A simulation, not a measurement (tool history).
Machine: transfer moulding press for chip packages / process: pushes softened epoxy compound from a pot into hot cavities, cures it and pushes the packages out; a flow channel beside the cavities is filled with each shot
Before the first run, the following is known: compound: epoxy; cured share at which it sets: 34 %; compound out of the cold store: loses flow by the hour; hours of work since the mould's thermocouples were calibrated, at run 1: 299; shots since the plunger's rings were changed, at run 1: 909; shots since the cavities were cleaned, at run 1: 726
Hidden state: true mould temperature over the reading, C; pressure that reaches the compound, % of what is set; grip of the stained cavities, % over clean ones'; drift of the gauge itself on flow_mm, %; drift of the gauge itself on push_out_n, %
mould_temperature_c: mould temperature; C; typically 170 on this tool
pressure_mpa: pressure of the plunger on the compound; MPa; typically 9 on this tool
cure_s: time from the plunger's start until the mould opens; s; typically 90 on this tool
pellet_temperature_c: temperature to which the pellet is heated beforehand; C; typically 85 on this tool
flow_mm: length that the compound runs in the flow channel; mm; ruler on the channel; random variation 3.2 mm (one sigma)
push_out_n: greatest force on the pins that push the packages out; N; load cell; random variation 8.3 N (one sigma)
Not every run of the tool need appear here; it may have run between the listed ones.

| run | hour | mould_temperature_c | pressure_mpa | cure_s | pellet_temperature_c | hours of work since the mould's thermocouples were calibrated | shots since the plunger's rings were changed | shots since the cavities were cleaned | incoming compound's hours out of the cold store | flow_mm | push_out_n |
|---|---|---|---|---|---|---|---|---|---|---|---|
| 1 | 0 | 170 | 9 | 90 | 85 | 299 | 909 | 726 | 32.1 | 924 | 717 |
|  | 5.1 | cavities cleaned with cleaning compound and waxed |
| 2 | 39.9 | 170 | 9 | 90 | 85 | 328 | 1465 | 504 | 44.6 | 855 | 655 |
|  | 57.7 | cavities cleaned with cleaning compound and waxed |
| 3 | 98.4 | 170 | 9 | 90 | 85 | 372 | 2292 | 591 | 23.5 | 956 | 691 |
|  | 112.3 | cavities cleaned with cleaning compound and waxed |
| 4 | 130.8 | 170 | 9 | 90 | 85 | 396 | 2739 | 267 | 24.7 | 949 | 579 |
| 5 | 159.3 | 167 | 9 | 90 | 85 | 418 | 3153 | 681 | 45.6 | 849 | 791 |
|  | 167.1 | cavities cleaned with cleaning compound and waxed |
| 6 | 192.1 | 170 | 7 | 90 | 85 | 442 | 3607 | 364 | 18.3 | 861 | 645 |
|  | 222.4 | cavities cleaned with cleaning compound and waxed |
| 7 | 231.5 | 170 | 7 | 90 | 85 | 471 | 4155 | 130 | 42.8 | 740 | 472 |
|  | 275 | cavities cleaned with cleaning compound and waxed |
| 8 | 291.7 | 170 | 7 | 90 | 85 | 516 | 5007 | 242 | 17.1 | 850 | 588 |
|  | 318.7 | plunger's sealing rings changed |
|  | 330.3 | cavities cleaned with cleaning compound and waxed |
| 9 | 352.6 | 170 | 9 | 90 | 85 | 560 | 470 | 324 | 40 | 901 | 598 |
|  | 384.8 | cavities cleaned with cleaning compound and waxed |
| 10 | 392.4 | 170 | 9 | 90 | 83 | 589 | 1025 | 110 | 37.7 | 900 | 460 |
|  | 438.5 | cavities cleaned with cleaning compound and waxed |
| 11 | 451.4 | 170 | 9 | 90 | 83 | 633 | 1859 | 187 | 8.6 | 1048 | 573 |
|  | 490.3 | cavities cleaned with cleaning compound and waxed |
| 12 | 495.1 | 170 | 8.08 | 90 | 83 | 666 | 2471 | 70 | 8.8 | 986 | 437 |
|  | 542.8 | cavities cleaned with cleaning compound and waxed |
| 13 | 547.3 | 170 | 8.08 | 90 | 83 | 705 | 3205 | 64 | 31 | 866 | 443 |
|  | 591 | mould's thermocouples calibrated |
| 14 | 594.7 | 162 | 9 | 127 | 85 | 3 | 3864 | 723 | 10.8 | 1031 | 667 |
|  | 599.8 | cavities cleaned with cleaning compound and waxed |
| 15 | 625.3 | 162 | 9 | 72 | 95 | 25 | 4286 | 370 | 24.7 | 946 | 1567 |
|  | 656.3 | cavities cleaned with cleaning compound and waxed |
| 16 | 677.6 | 171 | 10.25 | 119 | 84 | 64 | 5022 | 308 | 24 | 984 | 496 |
|  | 701 | plunger's sealing rings changed |
|  | 710.9 | cavities cleaned with cleaning compound and waxed |
| 17 | 732.2 | 166 | 9 | 90 | 95 | 103 | 430 | 308 | 23.6 | 981 | 710 |
|  | 765.7 | cavities cleaned with cleaning compound and waxed |
| 18 | 777.9 | 166 | 9 | 90 | 95 | 137 | 1072 | 178 | 40.8 | 883 | 584 |
|  | 817.9 | cavities cleaned with cleaning compound and waxed |
| 19 | 820.6 | 166 | 9 | 90 | 95 | 169 | 1668 | 39 | 14.5 | 1019 | 474 |
|  | 873.4 | cavities cleaned with cleaning compound and waxed |
| 20 | 878.9 | 163 | 9 | 90 | 79 | 212 | 2493 | 81 | 37.8 | 895 | 638 |
| 21 | 912.5 | 174 | 9.3 | 94 | 85 | 238 | 2979 | 567 | 25.4 | 948 | 607 |
|  | 926.3 | cavities cleaned with cleaning compound and waxed |
| 22 | 966.5 | 170 | 9 | 89 | 93 | 278 | 3740 | 583 | 16.8 | 980 | 711 |
|  | 982.6 | cavities cleaned with cleaning compound and waxed |
| 23 | 1006.6 | 173 | 10.32 | 89 | 94 | 308 | 4300 | 348 | 32.4 | 950 | 559 |

Run 24 has not been measured yet. What should we expect?
|  | 1036.2 | cavities cleaned with cleaning compound and waxed |
| 24 | 1062.4 | 177 | 8.32 | 90 | 85 | 350 | 5087 | 380 | 9.2 | ? | ? |

{"run 24": {"flow_mm": 955, "push_out_n": 532}}
With no hidden state in the tool, this same run would have given flow_mm 1007 mm, push_out_n 306 N.

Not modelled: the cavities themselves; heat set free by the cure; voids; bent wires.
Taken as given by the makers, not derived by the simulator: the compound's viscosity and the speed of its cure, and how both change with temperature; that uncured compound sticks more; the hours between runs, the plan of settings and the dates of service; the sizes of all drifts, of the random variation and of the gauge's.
